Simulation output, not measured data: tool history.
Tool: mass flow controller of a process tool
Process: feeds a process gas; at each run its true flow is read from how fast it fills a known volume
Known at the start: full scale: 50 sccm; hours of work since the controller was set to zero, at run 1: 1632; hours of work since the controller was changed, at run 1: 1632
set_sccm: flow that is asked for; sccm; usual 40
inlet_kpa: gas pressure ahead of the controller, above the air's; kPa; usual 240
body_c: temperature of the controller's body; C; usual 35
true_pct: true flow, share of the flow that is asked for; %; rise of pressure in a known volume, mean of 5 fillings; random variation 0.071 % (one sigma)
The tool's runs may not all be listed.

| run | hour | set_sccm | inlet_kpa | body_c | hours of work since the controller was set to zero | hours of work since the controller was changed | true_pct |
|---|---|---|---|---|---|---|---|
| 1 | 0.0 | 40 | 240 | 35 | 1632 | 1632 | 100.41 |
| 2 | 103.5 | 40 | 240 | 35 | 1669 | 1669 | 100.54 |
| 3 | 298.6 | 40 | 240 | 35 | 1738 | 1738 | 100.59 |
| 4 | 413.7 | 40 | 240 | 21 | 1778 | 1778 | 100.15 |
| 5 | 529.3 | 40 | 240 | 21 | 1819 | 1819 | 100.13 |
| 6 | 677.0 | 40 | 240 | 35 | 1872 | 1872 | 100.89 |
| 7 | 908.1 | 40 | 240 | 25 | 1953 | 1953 | 100.71 |
| 8 | 1093.6 | 23 | 240 | 35 | 2019 | 2019 | 100.81 |
| 9 | 1256.3 | 40 | 240 | 35 | 2076 | 2076 | 101.02 |
| 10 | 1412.5 | 40 | 254 | 35 | 2132 | 2132 | 101.18 |
| 11 | 1545.8 | 40 | 254 | 35 | 2179 | 2179 | 101.28 |
| 12 | 1744.7 | 41 | 240 | 35 | 2249 | 2249 | 101.36 |
| 13 | 1918.4 | 41 | 240 | 35 | 2311 | 2311 | 101.48 |
| 14 | 2057.1 | 40 | 240 | 35 | 2360 | 2360 | 101.43 |
| 15 | 2243.0 | 40 | 240 | 35 | 2426 | 2426 | 101.52 |
| 16 | 2393.8 | 41 | 259 | 35 | 2479 | 2479 | 101.56 |
| 17 | 2505.6 | 8 | 151 | 35 | 2518 | 2518 | 100.71 |
| 18 | 2702.5 | 15 | 240 | 25 | 2588 | 2588 | 100.97 |
| 19 | 2895.4 | 15 | 240 | 25 | 2656 | 2656 | 101.12 |
| 20 | 3007.6 | 15 | 240 | 25 | 2696 | 2696 | 101.15 |
| 21 | 3181.3 | 8 | 240 | 35 | 2758 | 2758 | 101.47 |
| 22 | 3385.2 | 48 | 258 | 37 | 2830 | 2830 | 102.23 |
| 23 | 3559.2 | 6 | 251 | 25 | 2891 | 2891 | 101.41 |
| 24 | 3679.7 | 6 | 251 | 25 | 2934 | 2934 | 101.49 |
| 25 | 3844.2 | 6 | 271 | 24 | 2992 | 2992 | 101.64 |
| 26 | 4017.7 | 12 | 218 | 30 | 3053 | 3053 | 101.63 |
| 27 | 4203.6 | 12 | 218 | 30 | 3119 | 3119 | 101.88 |
| 28 | 4324.8 | 12 | 218 | 30 | 3162 | 3162 | 101.87 |
| 29 | 4494.3 | 12 | 218 | 30 | 3222 | 3222 | 101.92 |
| 30 | 4703.0 | 7 | 172 | 30 | 3296 | 3296 | 101.75 |

The same runs without the tool's hidden state, with the same run-to-run variation:
The hidden state here: flow at rest that the sensor doesn't see, % of full scale; true flow over the shown one, %; drift of the gauge itself on true_pct, %.
| run | true_pct |
|---|---|
| 1 | 100.41 |
| 2 | 100.48 |
| 3 | 100.44 |
| 4 | 99.95 |
| 5 | 99.87 |
| 6 | 100.56 |
| 7 | 100.28 |
| 8 | 100.29 |
| 9 | 100.41 |
| 10 | 100.51 |
| 11 | 100.54 |
| 12 | 100.53 |
| 13 | 100.57 |
| 14 | 100.45 |
| 15 | 100.46 |
| 16 | 100.42 |
| 17 | 99.55 |
| 18 | 99.71 |
| 19 | 99.76 |
| 20 | 99.74 |
| 21 | 99.99 |
| 22 | 100.62 |
| 23 | 99.76 |
| 24 | 99.79 |
| 25 | 99.86 |
| 26 | 99.75 |
| 27 | 99.92 |
| 28 | 99.85 |
| 29 | 99.82 |
| 30 | 99.58 |
